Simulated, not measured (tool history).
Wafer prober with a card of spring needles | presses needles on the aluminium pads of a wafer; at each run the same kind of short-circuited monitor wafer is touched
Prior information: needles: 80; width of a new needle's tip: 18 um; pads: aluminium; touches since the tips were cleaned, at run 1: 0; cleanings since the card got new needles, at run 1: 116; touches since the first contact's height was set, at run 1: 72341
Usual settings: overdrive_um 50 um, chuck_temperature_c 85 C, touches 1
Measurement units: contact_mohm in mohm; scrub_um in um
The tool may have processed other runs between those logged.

| run | hour | overdrive_um | chuck_temperature_c | touches | touches since the tips were cleaned | cleanings since the card got new needles | touches since the first contact's height was set | contact_mohm | scrub_um |
|---|---|---|---|---|---|---|---|---|---|
| 1 | 0.0 | 50 | 85 | 1 | 0 | 116 | 72341 | 138 | 7.35 |
|  | 12.7 | tips cleaned on abrasive film |
|  | 24.8 | tips cleaned on abrasive film |
| 2 | 25.5 | 50 | 85 | 1 | 389 | 118 | 86417 | 135 | 7.35 |
|  | 27.9 | height of the first contact set anew |
|  | 37.3 | tips cleaned on abrasive film |
|  | 48.8 | tips cleaned on abrasive film |
| 3 | 56.2 | 50 | 85 | 1 | 4150 | 120 | 15648 | 136 | 7.35 |
|  | 61.4 | tips cleaned on abrasive film |
|  | 73.1 | tips cleaned on abrasive film |
| 4 | 77.0 | 50 | 85 | 1 | 2214 | 122 | 27150 | 141 | 7.37 |
|  | 84.0 | tips cleaned on abrasive film |
|  | 94.8 | tips cleaned on abrasive film |
|  | 107.1 | tips cleaned on abrasive film |
| 5 | 114.8 | 61 | 85 | 1 | 4253 | 125 | 47996 | 133 | 8.99 |
|  | 120.0 | tips cleaned on abrasive film |
|  | 132.2 | tips cleaned on abrasive film |
|  | 144.1 | tips cleaned on abrasive film |
| 6 | 151.7 | 61 | 85 | 1 | 4215 | 128 | 68400 | 135 | 8.99 |
|  | 156.9 | tips cleaned on abrasive film |
|  | 167.6 | tips cleaned on abrasive film |
|  | 179.1 | tips cleaned on abrasive film |
|  | 186.6 | height of the first contact set anew |
| 7 | 187.9 | 50 | 85 | 1 | 4735 | 131 | 699 | 137 | 7.39 |
|  | 190.5 | tips cleaned on abrasive film |
|  | 202.3 | tips cleaned on abrasive film |
|  | 213.6 | tips cleaned on abrasive film |
| 8 | 223.7 | 50 | 85 | 1 | 5663 | 134 | 20526 | 138 | 7.40 |
|  | 226.4 | tips cleaned on abrasive film |
|  | 239.1 | tips cleaned on abrasive film |
|  | 250.6 | tips cleaned on abrasive film |
|  | 261.5 | tips cleaned on abrasive film |
| 9 | 262.9 | 50 | 85 | 1 | 785 | 138 | 42117 | 136 | 7.38 |
|  | 272.5 | tips cleaned on abrasive film |
| 10 | 281.5 | 50 | 85 | 1 | 4982 | 139 | 52427 | 139 | 7.39 |
|  | 284.0 | tips cleaned on abrasive film |
|  | 295.0 | tips cleaned on abrasive film |
|  | 306.8 | tips cleaned on abrasive film |
|  | 318.3 | tips cleaned on abrasive film |
| 11 | 321.2 | 50 | 85 | 1 | 1632 | 143 | 74349 | 138 | 7.41 |
|  | 329.0 | tips cleaned on abrasive film |
|  | 341.3 | tips cleaned on abrasive film |
|  | 346.8 | height of the first contact set anew |
| 12 | 351.0 | 50 | 85 | 1 | 5233 | 145 | 2382 | 138 | 7.41 |
|  | 353.0 | tips cleaned on abrasive film |
|  | 365.2 | tips cleaned on abrasive film |
|  | 376.6 | tips cleaned on abrasive film |
|  | 387.1 | tips cleaned on abrasive film |
| 13 | 389.5 | 50 | 85 | 1 | 1339 | 149 | 23601 | 140 | 7.42 |
|  | 399.8 | tips cleaned on abrasive film |
| 14 | 406.6 | 50 | 85 | 2 | 3801 | 150 | 33051 | 138 | 7.44 |
|  | 410.8 | tips cleaned on abrasive film |
|  | 421.3 | tips cleaned on abrasive film |
| 15 | 425.1 | 50 | 85 | 2 | 2098 | 152 | 43267 | 139 | 7.42 |
|  | 434.2 | tips cleaned on abrasive film |
|  | 446.2 | tips cleaned on abrasive film |
| 16 | 450.6 | 38 | 104 | 3 | 2430 | 154 | 57350 | 148 | 5.67 |
|  | 457.4 | tips cleaned on abrasive film |
|  | 469.6 | tips cleaned on abrasive film |
|  | 481.1 | tips cleaned on abrasive film |
| 17 | 481.1 | 37 | 30 | 3 | 0 | 157 | 74175 | 134 | 5.51 |
|  | 491.4 | tips cleaned on abrasive film |
|  | 503.4 | tips cleaned on abrasive film |
|  | 506.3 | height of the first contact set anew |
|  | 514.0 | tips cleaned on abrasive film |
| 18 | 514.9 | 37 | 30 | 2 | 492 | 160 | 4770 | 133 | 5.52 |
|  | 525.3 | tips cleaned on abrasive film |
|  | 536.4 | tips cleaned on abrasive film |
| 19 | 536.4 | 50 | 51 | 3 | 0 | 162 | 16633 | 134 | 7.45 |
|  | 549.2 | tips cleaned on abrasive film |
|  | 561.1 | tips cleaned on abrasive film |
| 20 | 563.7 | 50 | 85 | 2 | 1464 | 164 | 31726 | 140 | 7.46 |
|  | 573.1 | tips cleaned on abrasive film |
|  | 585.4 | tips cleaned on abrasive film |
|  | 596.8 | tips cleaned on abrasive film |
| 21 | 596.8 | 50 | 77 | 1 | 0 | 167 | 49987 | 137 | 7.47 |
|  | 608.6 | tips cleaned on abrasive film |
|  | 620.3 | tips cleaned on abrasive film |
| 22 | 628.2 | 47 | 120 | 1 | 4399 | 169 | 67369 | 149 | 7.01 |
|  | 630.8 | tips cleaned on abrasive film |
|  | 642.7 | tips cleaned on abrasive film |
|  | 654.9 | tips cleaned on abrasive film |
|  | 665.0 | height of the first contact set anew |
| 23 | 665.4 | 42 | 95 | 1 | 5665 | 172 | 231 | 142 | 6.28 |
|  | 668.0 | tips cleaned on abrasive film |
|  | 675.7 | gauge calibrated |
|  | 679.8 | tips cleaned on abrasive film |
| 24 | 684.6 | 67 | 83 | 1 | 2679 | 174 | 10859 | 135 | 9.85 |
|  | 691.8 | tips cleaned on abrasive film |
|  | 703.2 | tips cleaned on abrasive film |
| 25 | 713.3 | 42 | 106 | 1 | 5609 | 176 | 26716 | 146 | 6.15 |
|  | 715.7 | tips cleaned on abrasive film |
|  | 726.8 | tips cleaned on abrasive film |
|  | 738.7 | tips cleaned on abrasive film |
| 26 | 742.5 | 48 | 42 | 2 | 2096 | 179 | 42820 | 132 | 7.06 |
|  | 749.6 | tips cleaned on abrasive film |
|  | 762.5 | tips cleaned on abrasive film |
|  | 773.4 | tips cleaned on abrasive film |
| 27 | 779.3 | 48 | 42 | 2 | 3306 | 182 | 63182 | 136 | 7.05 |
|  | 784.6 | tips cleaned on abrasive film |
|  | 796.9 | tips cleaned on abrasive film |
| 28 | 798.1 | 48 | 81 | 2 | 622 | 184 | 73507 | 138 | 7.08 |
|  | 808.5 | tips cleaned on abrasive film |
|  | 820.2 | tips cleaned on abrasive film |
|  | 824.6 | height of the first contact set anew |
| 29 | 824.9 | 51 | 43 | 1 | 2445 | 186 | 156 | 133 | 7.53 |

Consider 3 possible next runs. They are alternatives, not a sequence: every one starts from the tool as it was left by run 29. What does each give?
|  | 831.2 | tips cleaned on abrasive film |
|  | 841.5 | tips cleaned on abrasive film |
| A | 846.1 | 51 | 44 | 1 | 2512 | 188 | 11835 | ? | ? |
|  | 831.2 | tips cleaned on abrasive film |
|  | 841.5 | tips cleaned on abrasive film |
| B | 846.1 | 32 | 44 | 3 | 2512 | 188 | 11835 | ? | ? |
|  | 831.2 | tips cleaned on abrasive film |
|  | 841.5 | tips cleaned on abrasive film |
| C | 846.1 | 59 | 79 | 1 | 2512 | 188 | 11835 | ? | ? |

| run | contact_mohm | scrub_um |
|---|---|---|
| A | 131 | 7.52 |
| B | 140 | 4.73 |
| C | 133 | 8.69 |
Without the tool's unlogged condition, the same runs would have read:
| run | contact_mohm | scrub_um |
|---|---|---|
| A | 130 | 7.48 |
| B | 140 | 4.71 |
| C | 133 | 8.64 |

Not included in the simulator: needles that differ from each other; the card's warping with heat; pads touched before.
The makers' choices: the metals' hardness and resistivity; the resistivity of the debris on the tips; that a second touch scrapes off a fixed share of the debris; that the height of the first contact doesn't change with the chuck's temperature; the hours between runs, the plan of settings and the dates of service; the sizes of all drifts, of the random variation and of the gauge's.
